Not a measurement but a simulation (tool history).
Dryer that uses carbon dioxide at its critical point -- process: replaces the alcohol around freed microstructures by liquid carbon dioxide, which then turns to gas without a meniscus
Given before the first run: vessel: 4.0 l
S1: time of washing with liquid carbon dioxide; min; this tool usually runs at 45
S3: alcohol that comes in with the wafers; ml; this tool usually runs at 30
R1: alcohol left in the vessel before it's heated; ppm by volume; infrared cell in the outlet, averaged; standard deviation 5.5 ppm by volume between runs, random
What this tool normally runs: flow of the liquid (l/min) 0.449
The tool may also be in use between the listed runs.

{"run": 1, "hour": 0.0, "S1": 45, "flow of the liquid (l/min)": 0.449, "S3": 30, "R1": 342}
{"run": 2, "hour": 20.8, "S1": 45, "flow of the liquid (l/min)": 0.449, "S3": 30, "R1": 367}
{"run": 3, "hour": 59.7, "S1": 45, "flow of the liquid (l/min)": 0.449, "S3": 30, "R1": 402}
{"run": 4, "hour": 80.0, "S1": 45, "flow of the liquid (l/min)": 0.449, "S3": 30, "R1": 401}
{"run": 5, "hour": 111.8, "S1": 45, "flow of the liquid (l/min)": 0.449, "S3": 30, "R1": 434}
{"hour": 116.9, "done": "inlet filter changed"}
{"run": 6, "hour": 139.9, "S1": 45, "flow of the liquid (l/min)": 0.449, "S3": 30, "R1": 343}
{"run": 7, "hour": 157.5, "S1": 45, "flow of the liquid (l/min)": 0.449, "S3": 30, "R1": 333}
{"run": 8, "hour": 190.4, "S1": 45, "flow of the liquid (l/min)": 0.449, "S3": 30, "R1": 361}
{"run": 9, "hour": 213.5, "S1": 51, "flow of the liquid (l/min)": 0.449, "S3": 30, "R1": 315}
{"run": 10, "hour": 240.5, "S1": 51, "flow of the liquid (l/min)": 0.449, "S3": 30, "R1": 328}
{"run": 11, "hour": 261.2, "S1": 51, "flow of the liquid (l/min)": 0.449, "S3": 30, "R1": 343}
{"run": 12, "hour": 291.1, "S1": 51, "flow of the liquid (l/min)": 0.449, "S3": 30, "R1": 351}
{"run": 13, "hour": 321.5, "S1": 57, "flow of the liquid (l/min)": 0.449, "S3": 30, "R1": 326}
{"run": 14, "hour": 357.7, "S1": 57, "flow of the liquid (l/min)": 0.363, "S3": 30, "R1": 488}
{"run": 15, "hour": 374.8, "S1": 57, "flow of the liquid (l/min)": 0.363, "S3": 61, "R1": 756}
{"hour": 391.6, "done": "inlet filter changed"}
{"run": 16, "hour": 411.6, "S1": 45, "flow of the liquid (l/min)": 0.291, "S3": 30, "R1": 871}
{"run": 17, "hour": 438.2, "S1": 45, "flow of the liquid (l/min)": 0.449, "S3": 30, "R1": 427}
{"run": 18, "hour": 471.7, "S1": 45, "flow of the liquid (l/min)": 0.449, "S3": 30, "R1": 472}
{"run": 19, "hour": 489.7, "S1": 45, "flow of the liquid (l/min)": 0.449, "S3": 30, "R1": 469}
{"run": 20, "hour": 507.6, "S1": 45, "flow of the liquid (l/min)": 0.449, "S3": 30, "R1": 488}
{"run": 21, "hour": 532.8, "S1": 45, "flow of the liquid (l/min)": 0.449, "S3": 30, "R1": 497}
{"run": 22, "hour": 555.8, "S1": 45, "flow of the liquid (l/min)": 0.449, "S3": 30, "R1": 507}
{"hour": 563.9, "done": "purifier's bed changed"}
{"run": 23, "hour": 582.3, "S1": 45, "flow of the liquid (l/min)": 0.449, "S3": 30, "R1": 239}
{"run": 24, "hour": 602.8, "S1": 45, "flow of the liquid (l/min)": 0.449, "S3": 30, "R1": 255}
{"run": 25, "hour": 628.6, "S1": 42, "flow of the liquid (l/min)": 0.569, "S3": 30, "R1": 144}
{"run": 26, "hour": 648.9, "S1": 42, "flow of the liquid (l/min)": 0.569, "S3": 30, "R1": 155}
{"hour": 667.8, "done": "inlet filter changed"}
{"run": 27, "hour": 677.0, "S1": 56, "flow of the liquid (l/min)": 0.51, "S3": 119, "R1": 139}
{"run": 28, "hour": 713.2, "S1": 45, "flow of the liquid (l/min)": 0.758, "S3": 29, "R1": 70}
{"run": 29, "hour": 737.0, "S1": 45, "flow of the liquid (l/min)": 0.758, "S3": 29, "R1": 73}
{"run": 30, "hour": 754.1, "S1": 45, "flow of the liquid (l/min)": 0.371, "S3": 45, "R1": 566}
{"run": 31, "hour": 790.3, "S1": 33, "flow of the liquid (l/min)": 0.279, "S3": 45, "R1": 2331}
{"run": 32, "hour": 816.7, "S1": 33, "flow of the liquid (l/min)": 0.279, "S3": 45, "R1": 2368}
{"run": 33, "hour": 851.0, "S1": 32, "flow of the liquid (l/min)": 0.554, "S3": 36, "R1": 474}
{"run": 34, "hour": 874.7, "S1": 32, "flow of the liquid (l/min)": 0.554, "S3": 36, "R1": 484}
{"run": 35, "hour": 896.1, "S1": 38, "flow of the liquid (l/min)": 0.311, "S3": 22, "R1": 872}
{"run": 36, "hour": 919.5, "S1": 41, "flow of the liquid (l/min)": 0.65, "S3": 32, "R1": 193}
{"hour": 942.5, "done": "inlet filter changed"}
{"run": 37, "hour": 957.9, "S1": 41, "flow of the liquid (l/min)": 0.65, "S3": 32, "R1": 161}
{"run": 38, "hour": 975.6, "S1": 41, "flow of the liquid (l/min)": 0.65, "S3": 32, "R1": 177}
{"run": 39, "hour": 995.8, "S1": 43, "flow of the liquid (l/min)": 0.29, "S3": 32, "R1": 935}
{"run": 40, "hour": 1031.1, "S1": 34, "flow of the liquid (l/min)": 0.294, "S3": 95, "R1": 3926}
{"run": 41, "hour": 1067.8, "S1": 34, "flow of the liquid (l/min)": 0.294, "S3": 95, "R1": 4231}
{"run": 42, "hour": 1095.4, "S1": 34, "flow of the liquid (l/min)": 0.294, "S3": 95, "R1": 4362}
{"run": 43, "hour": 1113.1, "S1": 45, "flow of the liquid (l/min)": 0.573, "S3": 48, "R1": 297}
{"run": 44, "hour": 1146.6, "S1": 45, "flow of the liquid (l/min)": 0.573, "S3": 48, "R1": 317}
{"run": 45, "hour": 1171.4, "S1": 45, "flow of the liquid (l/min)": 0.573, "S3": 48, "R1": 327}

3 ways to go on from here, each from the tool as it stands after run 45. What would each give?
{"run": "A", "hour": 1199.6, "S1": 27, "flow of the liquid (l/min)": 0.318, "S3": 39, "R1": "?"}
{"run": "B", "hour": 1199.6, "S1": 45, "flow of the liquid (l/min)": 0.573, "S3": 27, "R1": "?"}
{"run": "C", "hour": 1199.6, "S1": 35, "flow of the liquid (l/min)": 0.573, "S3": 39, "R1": "?"}

run=A R1=2571
run=B R1=289
run=C R1=527
Had the tool no hidden state, the same runs would have come out as:
run=A R1=1848
run=B R1=44
run=C R1=179

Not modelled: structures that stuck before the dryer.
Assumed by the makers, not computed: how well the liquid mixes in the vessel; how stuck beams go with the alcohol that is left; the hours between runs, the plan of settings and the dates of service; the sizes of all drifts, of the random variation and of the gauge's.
